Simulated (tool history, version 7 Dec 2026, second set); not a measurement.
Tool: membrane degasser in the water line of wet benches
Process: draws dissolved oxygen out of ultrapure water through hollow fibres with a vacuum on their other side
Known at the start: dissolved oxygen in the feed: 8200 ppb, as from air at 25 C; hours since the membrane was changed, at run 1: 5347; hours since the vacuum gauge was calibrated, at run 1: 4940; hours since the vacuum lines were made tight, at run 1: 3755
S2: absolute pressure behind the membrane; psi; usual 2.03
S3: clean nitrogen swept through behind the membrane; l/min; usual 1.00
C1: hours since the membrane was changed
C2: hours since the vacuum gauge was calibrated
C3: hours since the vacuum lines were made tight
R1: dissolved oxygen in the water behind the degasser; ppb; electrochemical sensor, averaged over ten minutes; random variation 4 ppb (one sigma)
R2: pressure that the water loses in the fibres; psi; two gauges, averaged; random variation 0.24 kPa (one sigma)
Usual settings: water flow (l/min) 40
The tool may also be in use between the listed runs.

Run 1, hour 0.0: usual settings; C1 5347; C2 4940; C3 3755. Result: R1 912.9 ppb, R2 9.326 psi.
Run 2, hour 120.0: usual settings; C1 5467; C2 5060; C3 3875. Result: R1 915.7 ppb, R2 9.377 psi.
Run 3, hour 197.4: usual settings; C1 5544; C2 5137; C3 3952. Result: R1 913.9 ppb, R2 9.391 psi.
Run 4, hour 262.8: usual settings; C1 5609; C2 5203; C3 4018. Result: R1 914.7 ppb, R2 9.359 psi.
Run 5, hour 403.2: usual settings but S2 1.25 psi; C1 5750; C2 5343; C3 4158. Result: R1 545.4 ppb, R2 9.385 psi.
Run 6, hour 541.8: usual settings but S2 1.25 psi; C1 5888; C2 5482; C3 4297. Result: R1 545.2 ppb, R2 9.322 psi.
Run 7, hour 654.9: usual settings; C1 6002; C2 5595; C3 4410. Result: R1 925.7 ppb, R2 9.335 psi.
Run 8, hour 714.1: usual settings but water flow (l/min) 27; C1 6061; C2 5654; C3 4469. Result: R1 616.3 ppb, R2 6.309 psi.
Run 9, hour 840.3: usual settings but water flow (l/min) 27; C1 6187; C2 5780; C3 4595. Result: R1 620.2 ppb, R2 6.264 psi.
Run 10, hour 971.1: usual settings but water flow (l/min) 27; C1 6318; C2 5911; C3 4726. Result: R1 621.7 ppb, R2 6.305 psi.
Run 11, hour 1053.5: usual settings; C1 6400; C2 5993; C3 4808. Result: R1 926.4 ppb, R2 9.336 psi.
Run 12, hour 1111.8: usual settings; C1 6458; C2 6052; C3 4867. Result: R1 925.2 ppb, R2 9.343 psi.
Run 13, hour 1188.4: usual settings but S2 3.73 psi; C1 6535; C2 6128; C3 4943. Result: R1 1648.0 ppb, R2 9.346 psi.
Run 14, hour 1295.3: usual settings but water flow (l/min) 44, S2 2.35 psi, S3 0.66 l/min; C1 6642; C2 6235; C3 5050. Result: R1 1509.8 ppb, R2 10.269 psi.
Run 15, hour 1378.9: usual settings but water flow (l/min) 44, S2 2.35 psi, S3 0.66 l/min; C1 6725; C2 6319; C3 5134. Result: R1 1517.3 ppb, R2 10.211 psi.
Run 16, hour 1484.4: usual settings but water flow (l/min) 45, S2 1.25 psi, S3 2.52 l/min; C1 6831; C2 6424; C3 5239. Result: R1 416.0 ppb, R2 10.466 psi.
Run 17, hour 1605.9: usual settings but water flow (l/min) 45, S2 1.25 psi, S3 2.52 l/min; C1 6952; C2 6546; C3 5361. Result: R1 417.0 ppb, R2 10.467 psi.
Run 18, hour 1739.7: usual settings but S2 1.25 psi, S3 2.52 l/min; C1 7086; C2 6680; C3 5495. Result: R1 333.2 ppb, R2 9.309 psi.
Run 19, hour 1836.2: usual settings but water flow (l/min) 47, S2 4.34 psi; C1 7183; C2 6776; C3 5591. Result: R1 2168.7 ppb, R2 11.016 psi.
At hour 1881.4: gauge calibrated.
Run 20, hour 1913.5: usual settings but water flow (l/min) 25, S2 4.34 psi, S3 2.97 l/min; C1 7260; C2 6853; C3 5668. Result: R1 527.7 ppb, R2 5.815 psi.
Run 21, hour 2012.4: usual settings but water flow (l/min) 35; C1 7359; C2 6952; C3 5767. Result: R1 804.0 ppb, R2 8.171 psi.
Run 22, hour 2135.9: usual settings but water flow (l/min) 35, S2 2.12 psi, S3 1.48 l/min; C1 7483; C2 7076; C3 5891. Result: R1 636.8 ppb, R2 8.186 psi.
Run 23, hour 2235.4: usual settings but water flow (l/min) 50, S2 2.09 psi, S3 1.38 l/min; C1 7582; C2 7175; C3 5990. Result: R1 1004.6 ppb, R2 11.684 psi.
Run 24, hour 2346.2: usual settings but water flow (l/min) 50, S2 2.09 psi, S3 1.38 l/min; C1 7693; C2 7286; C3 6101. Result: R1 1011.0 ppb, R2 11.667 psi.
Run 25, hour 2453.1: usual settings but water flow (l/min) 50, S2 3.64 psi, S3 1.17 l/min; C1 7800; C2 7393; C3 6208. Result: R1 1775.5 ppb, R2 11.651 psi.

Forecast each of these 3 alternatives for the next run:
Run A, hour 2579.4: usual settings but S3 0.96 l/min; C1 7926; C2 7519; C3 6334. Result: R1 ?, R2 ?.
Run B, hour 2579.4: usual settings but water flow (l/min) 55, S2 3.63 psi, S3 1.17 l/min; C1 7926; C2 7519; C3 6334. Result: R1 ?, R2 ?.
Run C, hour 2579.4: usual settings but water flow (l/min) 26, S2 4.80 psi, S3 1.26 l/min; C1 7926; C2 7519; C3 6334. Result: R1 ?, R2 ?.

run      R1      R2
  A   943.0   9.364
  B  1919.9  12.879
  C  1225.3   6.096
Without the tool's hidden state the same runs would have given:
run      R1      R2
  A   931.9   9.355
  B  1898.1  12.868
  C  1211.4   6.092
